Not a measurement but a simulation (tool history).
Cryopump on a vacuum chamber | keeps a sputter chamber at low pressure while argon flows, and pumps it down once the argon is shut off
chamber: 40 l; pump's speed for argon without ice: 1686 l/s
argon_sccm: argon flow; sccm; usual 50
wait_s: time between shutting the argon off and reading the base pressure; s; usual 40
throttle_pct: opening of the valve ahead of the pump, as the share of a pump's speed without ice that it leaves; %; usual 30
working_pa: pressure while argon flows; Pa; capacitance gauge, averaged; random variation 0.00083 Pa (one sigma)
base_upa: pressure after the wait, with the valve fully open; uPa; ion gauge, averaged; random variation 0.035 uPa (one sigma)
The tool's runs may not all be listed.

{"run": 1, "hour": 0.0, "argon_sccm": 50, "wait_s": 40, "throttle_pct": 30, "working_pa": 0.1755, "base_upa": 3.55}
{"run": 2, "hour": 11.4, "argon_sccm": 39, "wait_s": 40, "throttle_pct": 30, "working_pa": 0.1361, "base_upa": 3.51}
{"run": 3, "hour": 26.3, "argon_sccm": 50, "wait_s": 40, "throttle_pct": 30, "working_pa": 0.1756, "base_upa": 3.68}
{"run": 4, "hour": 36.3, "argon_sccm": 50, "wait_s": 234, "throttle_pct": 30, "working_pa": 0.178, "base_upa": 2.2}
{"run": 5, "hour": 46.7, "argon_sccm": 50, "wait_s": 234, "throttle_pct": 30, "working_pa": 0.1777, "base_upa": 2.23}
{"hour": 57.1, "done": "pump warmed up, emptied and cooled again"}
{"run": 6, "hour": 71.2, "argon_sccm": 50, "wait_s": 234, "throttle_pct": 30, "working_pa": 0.1674, "base_upa": 1.95}
{"run": 7, "hour": 81.6, "argon_sccm": 50, "wait_s": 234, "throttle_pct": 30, "working_pa": 0.1682, "base_upa": 2.02}
{"run": 8, "hour": 90.3, "argon_sccm": 50, "wait_s": 40, "throttle_pct": 30, "working_pa": 0.1662, "base_upa": 3.49}
{"run": 9, "hour": 103.3, "argon_sccm": 50, "wait_s": 245, "throttle_pct": 30, "working_pa": 0.1666, "base_upa": 2}
{"run": 10, "hour": 113.0, "argon_sccm": 65, "wait_s": 255, "throttle_pct": 24, "working_pa": 0.2734, "base_upa": 1.97}
{"run": 11, "hour": 127.7, "argon_sccm": 48, "wait_s": 40, "throttle_pct": 22, "working_pa": 0.2192, "base_upa": 3.37}
{"run": 12, "hour": 146.8, "argon_sccm": 50, "wait_s": 40, "throttle_pct": 49, "working_pa": 0.1037, "base_upa": 3.49}

Forecast run 13:
{"run": 13, "hour": 164.3, "argon_sccm": 50, "wait_s": 40, "throttle_pct": 58, "working_pa": "?", "base_upa": "?"}

working_pa: 0.0876 Pa
base_upa: 3.49 uPa
Without the tool's hidden state the same run would have given working_pa 0.0861 Pa, base_upa 1.94 uPa.

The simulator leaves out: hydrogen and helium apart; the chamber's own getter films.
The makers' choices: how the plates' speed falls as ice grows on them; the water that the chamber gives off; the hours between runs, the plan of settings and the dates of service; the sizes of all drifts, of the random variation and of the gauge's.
